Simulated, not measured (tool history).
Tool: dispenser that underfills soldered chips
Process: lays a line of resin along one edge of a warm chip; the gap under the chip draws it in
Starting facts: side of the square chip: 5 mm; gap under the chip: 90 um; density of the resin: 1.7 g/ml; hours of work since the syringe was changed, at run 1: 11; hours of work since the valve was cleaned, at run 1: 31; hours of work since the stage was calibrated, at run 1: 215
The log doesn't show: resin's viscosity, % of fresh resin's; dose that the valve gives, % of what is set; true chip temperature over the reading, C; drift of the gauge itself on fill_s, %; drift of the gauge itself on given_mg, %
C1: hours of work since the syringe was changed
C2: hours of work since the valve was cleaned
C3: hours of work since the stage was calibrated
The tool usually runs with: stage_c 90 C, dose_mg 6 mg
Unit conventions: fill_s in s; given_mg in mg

run 1 hour=0 | stage_c=90 dose_mg=6 | C1=11 C2=31 C3=215 | fill_s=14.5 given_mg=5.91
-- hour=1.3 new syringe of resin
run 2 hour=4.2 | stage_c=90 dose_mg=6 | C1=2 C2=34 C3=218 | fill_s=9.8 given_mg=5.93
run 3 hour=12.6 | stage_c=90 dose_mg=6 | C1=8 C2=40 C3=224 | fill_s=13.1 given_mg=5.85
-- hour=17.2 new syringe of resin
run 4 hour=17.2 | stage_c=90 dose_mg=5.13 | C1=0 C2=43 C3=227 | fill_s=9.8 given_mg=4.98
run 5 hour=20.9 | stage_c=90 dose_mg=5.13 | C1=3 C2=46 C3=230 | fill_s=11 given_mg=4.97
run 6 hour=26.8 | stage_c=90 dose_mg=6 | C1=7 C2=51 C3=234 | fill_s=12.8 given_mg=5.85
-- hour=33.3 new syringe of resin
run 7 hour=34.8 | stage_c=90 dose_mg=6 | C1=1 C2=56 C3=240 | fill_s=10 given_mg=5.77
run 8 hour=41.6 | stage_c=90 dose_mg=6 | C1=6 C2=62 C3=245 | fill_s=11.9 given_mg=5.81
run 9 hour=46.8 | stage_c=90 dose_mg=6 | C1=10 C2=65 C3=249 | fill_s=13.4 given_mg=5.77
-- hour=49.5 new syringe of resin
run 10 hour=52.1 | stage_c=90 dose_mg=6 | C1=2 C2=69 C3=253 | fill_s=10.6 given_mg=5.85
run 11 hour=58.6 | stage_c=90 dose_mg=6 | C1=7 C2=74 C3=258 | fill_s=12.1 given_mg=5.8
run 12 hour=62.1 | stage_c=90 dose_mg=5.2 | C1=9 C2=77 C3=260 | fill_s=13.7 given_mg=5.02
-- hour=65.5 new syringe of resin
run 13 hour=67.4 | stage_c=102 dose_mg=6.53 | C1=1 C2=80 C3=264 | fill_s=6.1 given_mg=6.22
run 14 hour=73 | stage_c=90 dose_mg=7.42 | C1=6 C2=84 C3=268 | fill_s=11.4 given_mg=7.03
run 15 hour=79.4 | stage_c=90 dose_mg=6.11 | C1=10 C2=89 C3=273 | fill_s=13.7 given_mg=5.77
-- hour=81.3 new syringe of resin
-- hour=86.2 dispensing valve cleaned and set on the balance
run 16 hour=86.2 | stage_c=94 dose_mg=6.11 | C1=3 C2=0 C3=277 | fill_s=9.1 given_mg=6.23
run 17 hour=91.2 | stage_c=88 dose_mg=7.43 | C1=7 C2=4 C3=281 | fill_s=12.3 given_mg=7.4
run 18 hour=96.7 | stage_c=88 dose_mg=7.43 | C1=11 C2=8 C3=285 | fill_s=14.4 given_mg=7.41
-- hour=98.2 new syringe of resin
run 19 hour=102.9 | stage_c=96 dose_mg=6.05 | C1=4 C2=12 C3=289 | fill_s=8.2 given_mg=6.09
run 20 hour=106.8 | stage_c=96 dose_mg=6.05 | C1=6 C2=15 C3=292 | fill_s=9.1 given_mg=5.99
run 21 hour=111.2 | stage_c=96 dose_mg=6.05 | C1=10 C2=18 C3=296 | fill_s=10.5 given_mg=6.01
-- hour=114.2 new syringe of resin
run 22 hour=115.9 | stage_c=93 dose_mg=7.23 | C1=1 C2=22 C3=299 | fill_s=8.8 given_mg=7.09
run 23 hour=121.3 | stage_c=93 dose_mg=6.25 | C1=5 C2=26 C3=303 | fill_s=10.6 given_mg=6.19

Below are 3 alternative next runs, each starting from the tool's condition after run 23. Predict each:
run A hour=127.5 | stage_c=98 dose_mg=5.97 | C1=10 C2=30 C3=307 | fill_s=? given_mg=?
run B hour=127.5 | stage_c=104 dose_mg=6.18 | C1=10 C2=30 C3=307 | fill_s=? given_mg=?
run C hour=127.5 | stage_c=90 dose_mg=7.07 | C1=10 C2=30 C3=307 | fill_s=? given_mg=?

run=A fill_s=10.5 given_mg=5.87
run=B fill_s=8.3 given_mg=6.09
run=C fill_s=13.4 given_mg=6.97
The same runs, with their run-to-run variation unchanged, on a tool lacking any hidden condition would have given:
run=A fill_s=8.2 given_mg=5.95
run=B fill_s=6.4 given_mg=6.18
run=C fill_s=10.4 given_mg=7.07
